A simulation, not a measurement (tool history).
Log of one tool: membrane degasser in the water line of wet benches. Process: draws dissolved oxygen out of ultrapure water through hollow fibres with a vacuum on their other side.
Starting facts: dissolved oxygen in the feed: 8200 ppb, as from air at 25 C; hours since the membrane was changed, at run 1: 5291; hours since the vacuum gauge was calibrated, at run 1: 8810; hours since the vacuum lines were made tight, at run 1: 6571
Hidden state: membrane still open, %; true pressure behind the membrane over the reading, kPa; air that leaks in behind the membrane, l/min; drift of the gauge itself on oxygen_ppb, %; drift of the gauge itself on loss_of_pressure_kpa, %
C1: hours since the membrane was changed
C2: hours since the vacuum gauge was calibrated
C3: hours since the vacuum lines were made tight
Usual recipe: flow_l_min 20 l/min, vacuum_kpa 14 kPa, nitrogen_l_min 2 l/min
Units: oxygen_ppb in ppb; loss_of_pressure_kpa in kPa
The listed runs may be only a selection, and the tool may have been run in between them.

{"run": 1, "hour": 0.0, "flow_l_min": 20, "vacuum_kpa": 14, "nitrogen_l_min": 2, "C1": 5291, "C2": 8810, "C3": 6571, "oxygen_ppb": 296.3, "loss_of_pressure_kpa": 46.56}
{"run": 2, "hour": 133.8, "flow_l_min": 20, "vacuum_kpa": 14, "nitrogen_l_min": 2, "C1": 5425, "C2": 8943, "C3": 6704, "oxygen_ppb": 295.7, "loss_of_pressure_kpa": 46.83}
{"hour": 203.9, "done": "vacuum gauge calibrated"}
{"run": 3, "hour": 293.0, "flow_l_min": 20, "vacuum_kpa": 14, "nitrogen_l_min": 4.62, "C1": 5584, "C2": 89, "C3": 6863, "oxygen_ppb": 160.2, "loss_of_pressure_kpa": 46.78}
{"run": 4, "hour": 474.7, "flow_l_min": 20, "vacuum_kpa": 9.5, "nitrogen_l_min": 2, "C1": 5765, "C2": 271, "C3": 7045, "oxygen_ppb": 199, "loss_of_pressure_kpa": 46.52}
{"run": 5, "hour": 607.9, "flow_l_min": 20, "vacuum_kpa": 9.5, "nitrogen_l_min": 2, "C1": 5898, "C2": 404, "C3": 7178, "oxygen_ppb": 200.1, "loss_of_pressure_kpa": 46.48}
{"run": 6, "hour": 736.6, "flow_l_min": 20, "vacuum_kpa": 14, "nitrogen_l_min": 2, "C1": 6027, "C2": 533, "C3": 7307, "oxygen_ppb": 301.4, "loss_of_pressure_kpa": 46.89}
{"hour": 926.6, "done": "vacuum gauge calibrated, once more"}
{"run": 7, "hour": 970.0, "flow_l_min": 20, "vacuum_kpa": 14, "nitrogen_l_min": 2, "C1": 6260, "C2": 43, "C3": 7540, "oxygen_ppb": 292.8, "loss_of_pressure_kpa": 46.59}
{"run": 8, "hour": 1104.1, "flow_l_min": 20, "vacuum_kpa": 14, "nitrogen_l_min": 2, "C1": 6394, "C2": 178, "C3": 7674, "oxygen_ppb": 291.8, "loss_of_pressure_kpa": 46.8}
{"run": 9, "hour": 1327.3, "flow_l_min": 20, "vacuum_kpa": 14, "nitrogen_l_min": 2, "C1": 6617, "C2": 401, "C3": 7897, "oxygen_ppb": 292.5, "loss_of_pressure_kpa": 46.51}
{"run": 10, "hour": 1440.3, "flow_l_min": 19, "vacuum_kpa": 14, "nitrogen_l_min": 2, "C1": 6730, "C2": 514, "C3": 8010, "oxygen_ppb": 271.2, "loss_of_pressure_kpa": 44.46}
{"run": 11, "hour": 1663.6, "flow_l_min": 20, "vacuum_kpa": 14, "nitrogen_l_min": 2, "C1": 6954, "C2": 737, "C3": 8233, "oxygen_ppb": 293.7, "loss_of_pressure_kpa": 46.76}
{"run": 12, "hour": 1784.8, "flow_l_min": 20, "vacuum_kpa": 14, "nitrogen_l_min": 2, "C1": 7075, "C2": 858, "C3": 8354, "oxygen_ppb": 292.1, "loss_of_pressure_kpa": 47.09}
{"run": 13, "hour": 1901.3, "flow_l_min": 20, "vacuum_kpa": 14, "nitrogen_l_min": 2, "C1": 7191, "C2": 975, "C3": 8471, "oxygen_ppb": 295.6, "loss_of_pressure_kpa": 46.83}
{"run": 14, "hour": 2087.0, "flow_l_min": 20, "vacuum_kpa": 14, "nitrogen_l_min": 2, "C1": 7377, "C2": 1160, "C3": 8656, "oxygen_ppb": 295.3, "loss_of_pressure_kpa": 46.57}
{"run": 15, "hour": 2252.3, "flow_l_min": 12, "vacuum_kpa": 14, "nitrogen_l_min": 2, "C1": 7542, "C2": 1326, "C3": 8822, "oxygen_ppb": 160.5, "loss_of_pressure_kpa": 28.38}
{"run": 16, "hour": 2371.7, "flow_l_min": 12, "vacuum_kpa": 22.6, "nitrogen_l_min": 1.47, "C1": 7662, "C2": 1445, "C3": 8941, "oxygen_ppb": 371.6, "loss_of_pressure_kpa": 28.11}
{"run": 17, "hour": 2520.6, "flow_l_min": 16, "vacuum_kpa": 16, "nitrogen_l_min": 1.47, "C1": 7811, "C2": 1594, "C3": 9090, "oxygen_ppb": 336.6, "loss_of_pressure_kpa": 37.31}
{"run": 18, "hour": 2749.0, "flow_l_min": 27, "vacuum_kpa": 28.1, "nitrogen_l_min": 2, "C1": 8039, "C2": 1822, "C3": 9319, "oxygen_ppb": 846.7, "loss_of_pressure_kpa": 63.6}
{"run": 19, "hour": 2853.3, "flow_l_min": 27, "vacuum_kpa": 28.1, "nitrogen_l_min": 2, "C1": 8143, "C2": 1927, "C3": 9423, "oxygen_ppb": 849.4, "loss_of_pressure_kpa": 63.75}
{"run": 20, "hour": 2962.2, "flow_l_min": 16, "vacuum_kpa": 9.6, "nitrogen_l_min": 2, "C1": 8252, "C2": 2036, "C3": 9532, "oxygen_ppb": 139.1, "loss_of_pressure_kpa": 37.53}
{"run": 21, "hour": 3072.2, "flow_l_min": 22, "vacuum_kpa": 14, "nitrogen_l_min": 1.44, "C1": 8362, "C2": 2146, "C3": 9642, "oxygen_ppb": 434.1, "loss_of_pressure_kpa": 51.68}
{"run": 22, "hour": 3213.5, "flow_l_min": 26, "vacuum_kpa": 8.6, "nitrogen_l_min": 4.49, "C1": 8504, "C2": 2287, "C3": 9783, "oxygen_ppb": 207.5, "loss_of_pressure_kpa": 61.34}
{"run": 23, "hour": 3354.6, "flow_l_min": 24, "vacuum_kpa": 14, "nitrogen_l_min": 1.54, "C1": 8645, "C2": 2428, "C3": 9924, "oxygen_ppb": 464.1, "loss_of_pressure_kpa": 56.32}
{"run": 24, "hour": 3509.7, "flow_l_min": 21, "vacuum_kpa": 19.6, "nitrogen_l_min": 2.69, "C1": 8800, "C2": 2583, "C3": 10079, "oxygen_ppb": 356.1, "loss_of_pressure_kpa": 49.4}
{"hour": 3592.4, "done": "seals of the vacuum lines changed"}
{"run": 25, "hour": 3715.4, "flow_l_min": 21, "vacuum_kpa": 19.6, "nitrogen_l_min": 2.69, "C1": 9003, "C2": 2787, "C3": 123, "oxygen_ppb": 352.9, "loss_of_pressure_kpa": 49.47}
{"run": 26, "hour": 3900.3, "flow_l_min": 21, "vacuum_kpa": 19.6, "nitrogen_l_min": 2.69, "C1": 9188, "C2": 2972, "C3": 308, "oxygen_ppb": 351.8, "loss_of_pressure_kpa": 49.47}
{"run": 27, "hour": 4076.7, "flow_l_min": 13, "vacuum_kpa": 10.3, "nitrogen_l_min": 1.71, "C1": 9365, "C2": 3148, "C3": 484, "oxygen_ppb": 134.1, "loss_of_pressure_kpa": 30.47}
{"run": 28, "hour": 4236.2, "flow_l_min": 16, "vacuum_kpa": 25.1, "nitrogen_l_min": 1.14, "C1": 9524, "C2": 3308, "C3": 644, "oxygen_ppb": 675.4, "loss_of_pressure_kpa": 37.85}
{"run": 29, "hour": 4406.4, "flow_l_min": 16, "vacuum_kpa": 25.1, "nitrogen_l_min": 1.14, "C1": 9694, "C2": 3478, "C3": 814, "oxygen_ppb": 676.5, "loss_of_pressure_kpa": 37.61}
{"run": 30, "hour": 4513.7, "flow_l_min": 18, "vacuum_kpa": 13.7, "nitrogen_l_min": 5.35, "C1": 9802, "C2": 3585, "C3": 921, "oxygen_ppb": 115.3, "loss_of_pressure_kpa": 42.38}

3 options for the next run, each taken on its own from the tool as it stands now. Forecast them:
{"run": "A", "hour": 4718.1, "flow_l_min": 16, "vacuum_kpa": 10.4, "nitrogen_l_min": 2.96, "C1": 10006, "C2": 3790, "C3": 1126, "oxygen_ppb": "?", "loss_of_pressure_kpa": "?"}
{"run": "B", "hour": 4718.1, "flow_l_min": 31, "vacuum_kpa": 14, "nitrogen_l_min": 2, "C1": 10006, "C2": 3790, "C3": 1126, "oxygen_ppb": "?", "loss_of_pressure_kpa": "?"}
{"run": "C", "hour": 4718.1, "flow_l_min": 23, "vacuum_kpa": 8.5, "nitrogen_l_min": 1.15, "C1": 10006, "C2": 3790, "C3": 1126, "oxygen_ppb": "?", "loss_of_pressure_kpa": "?"}

run=A oxygen_ppb=111.6 loss_of_pressure_kpa=37.71
run=B oxygen_ppb=589.6 loss_of_pressure_kpa=73.53
run=C oxygen_ppb=317.4 loss_of_pressure_kpa=53.99
What these runs would have given with no unlogged condition in the tool:
run=A oxygen_ppb=107.2 loss_of_pressure_kpa=36.63
run=B oxygen_ppb=563.6 loss_of_pressure_kpa=71.44
run=C oxygen_ppb=301.6 loss_of_pressure_kpa=52.44

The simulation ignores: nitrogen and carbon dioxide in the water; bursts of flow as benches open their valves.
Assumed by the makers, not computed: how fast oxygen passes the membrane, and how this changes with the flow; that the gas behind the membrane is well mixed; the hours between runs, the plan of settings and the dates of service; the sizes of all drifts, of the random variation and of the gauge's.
